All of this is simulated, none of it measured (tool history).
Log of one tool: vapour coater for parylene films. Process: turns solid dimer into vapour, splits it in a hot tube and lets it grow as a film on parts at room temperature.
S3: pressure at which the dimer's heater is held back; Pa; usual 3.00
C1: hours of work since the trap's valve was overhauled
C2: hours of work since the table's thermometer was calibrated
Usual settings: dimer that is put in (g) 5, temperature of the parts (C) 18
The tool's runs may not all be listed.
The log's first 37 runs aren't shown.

{"run": 38, "day": 55.917, "dimer that is put in (g)": 4, "temperature of the parts (C)": 13, "S3": 3.77, "C1": 168, "C2": 616, "thickness of the film (um)": 2.4}
{"run": 39, "day": 57.742, "dimer that is put in (g)": 4, "temperature of the parts (C)": 13, "S3": 3.77, "C1": 195, "C2": 643, "thickness of the film (um)": 2.37}
{"run": 40, "day": 59.175, "dimer that is put in (g)": 4, "temperature of the parts (C)": 13, "S3": 3.77, "C1": 216, "C2": 664, "thickness of the film (um)": 2.34}
{"run": 41, "day": 60.025, "dimer that is put in (g)": 5, "temperature of the parts (C)": 18, "S3": 10.18, "C1": 228, "C2": 677, "thickness of the film (um)": 2.48}
{"run": 42, "day": 61.625, "dimer that is put in (g)": 2, "temperature of the parts (C)": 17, "S3": 2.72, "C1": 252, "C2": 700, "thickness of the film (um)": 1.15}
{"run": 43, "day": 62.612, "dimer that is put in (g)": 3, "temperature of the parts (C)": 17, "S3": 2.21, "C1": 266, "C2": 715, "thickness of the film (um)": 1.76}
{"run": 44, "day": 64.021, "dimer that is put in (g)": 3, "temperature of the parts (C)": 17, "S3": 2.21, "C1": 287, "C2": 736, "thickness of the film (um)": 1.74}
{"run": 45, "day": 65.012, "dimer that is put in (g)": 4, "temperature of the parts (C)": 20, "S3": 7.04, "C1": 302, "C2": 750, "thickness of the film (um)": 1.93}
{"run": 46, "day": 66.85, "dimer that is put in (g)": 4, "temperature of the parts (C)": 29, "S3": 9.13, "C1": 329, "C2": 777, "thickness of the film (um)": 1.61}

5 ways to go on from here, each from the tool as it stands after run 46. What would each give?
{"run": "A", "day": 68.762, "dimer that is put in (g)": 3, "temperature of the parts (C)": 30, "S3": 2.4, "C1": 357, "C2": 805, "thickness of the film (um)": "?"}
{"run": "B", "day": 68.762, "dimer that is put in (g)": 3, "temperature of the parts (C)": 14, "S3": 4.07, "C1": 357, "C2": 805, "thickness of the film (um)": "?"}
{"run": "C", "day": 68.762, "dimer that is put in (g)": 5, "temperature of the parts (C)": 25, "S3": 3.66, "C1": 357, "C2": 805, "thickness of the film (um)": "?"}
{"run": "D", "day": 68.762, "dimer that is put in (g)": 2, "temperature of the parts (C)": 20, "S3": 5.1, "C1": 357, "C2": 805, "thickness of the film (um)": "?"}
{"run": "E", "day": 68.762, "dimer that is put in (g)": 5, "temperature of the parts (C)": 15, "S3": 2.5, "C1": 357, "C2": 805, "thickness of the film (um)": "?"}

run=A thickness_of_the_film_(um)=1.32
run=B thickness_of_the_film_(um)=1.65
run=C thickness_of_the_film_(um)=2.31
run=D thickness_of_the_film_(um)=0.96
run=E thickness_of_the_film_(um)=2.86
Without the tool's hidden state the same runs would have given:
run=A thickness_of_the_film_(um)=1.48
run=B thickness_of_the_film_(um)=1.85
run=C thickness_of_the_film_(um)=2.59
run=D thickness_of_the_film_(um)=1.08
run=E thickness_of_the_film_(um)=3.21

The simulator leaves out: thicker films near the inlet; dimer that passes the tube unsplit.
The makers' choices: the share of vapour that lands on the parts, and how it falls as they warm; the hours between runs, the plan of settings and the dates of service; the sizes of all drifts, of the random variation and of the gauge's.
